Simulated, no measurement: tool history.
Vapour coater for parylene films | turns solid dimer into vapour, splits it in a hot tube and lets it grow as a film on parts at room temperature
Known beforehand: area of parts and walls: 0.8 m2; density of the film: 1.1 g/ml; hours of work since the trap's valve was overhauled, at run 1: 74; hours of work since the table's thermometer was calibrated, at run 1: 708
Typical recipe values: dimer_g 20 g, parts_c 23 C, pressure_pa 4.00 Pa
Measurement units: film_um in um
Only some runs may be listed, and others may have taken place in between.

run   hour  dimer_g  parts_c  pressure_pa  hours of work since the trap's valve was overhauled  hours of work since the table's thermometer was calibrated  film_um
  1    0.0       20       23         4.00                                                   74                                                         708    14.80
  2   58.9       20       23         4.00                                                   98                                                         733    14.66
  3  127.2       20       23         4.00                                                  127                                                         762    14.59
  4  165.0       20       23         4.00                                                  143                                                         777    14.55
  5  222.1       20       23         4.00                                                  167                                                         802    14.61
  6  288.9       20       23         7.39                                                  195                                                         830    13.96
  7  342.9       11       20         2.71                                                  218                                                         853     8.92
  8  414.7       20       23         3.82                                                  248                                                         883    14.51
  9  470.1       22       19        10.93                                                  272                                                         906    16.18
 10  528.3       22       17         6.21                                                  296                                                         931    17.81
 11  582.8       20       19        10.67                                                  319                                                         954    14.65

Each row is a separate what-if for the run after 11, all from the same tool condition, not one after another. Results?
     621.2  -- trap's valve overhauled
  A  658.1       12       27        10.67                                                   16                                                         984        ?
     621.2  -- trap's valve overhauled
  B  658.1       25       18         3.41                                                   16                                                         984        ?
     621.2  -- trap's valve overhauled
  C  658.1        8       20         4.13                                                   16                                                         984        ?
     621.2  -- trap's valve overhauled
  D  658.1       12       23         2.90                                                   16                                                         984        ?
     621.2  -- trap's valve overhauled
  E  658.1       15       32         2.80                                                   16                                                         984        ?

run  film_um
  A     7.37
  B    20.81
  C     6.21
  D     8.96
  E     9.13
With the hidden condition removed and each run's random variation left untouched, the same runs would have given:
run  film_um
  A     7.49
  B    21.14
  C     6.31
  D     9.10
  E     9.27
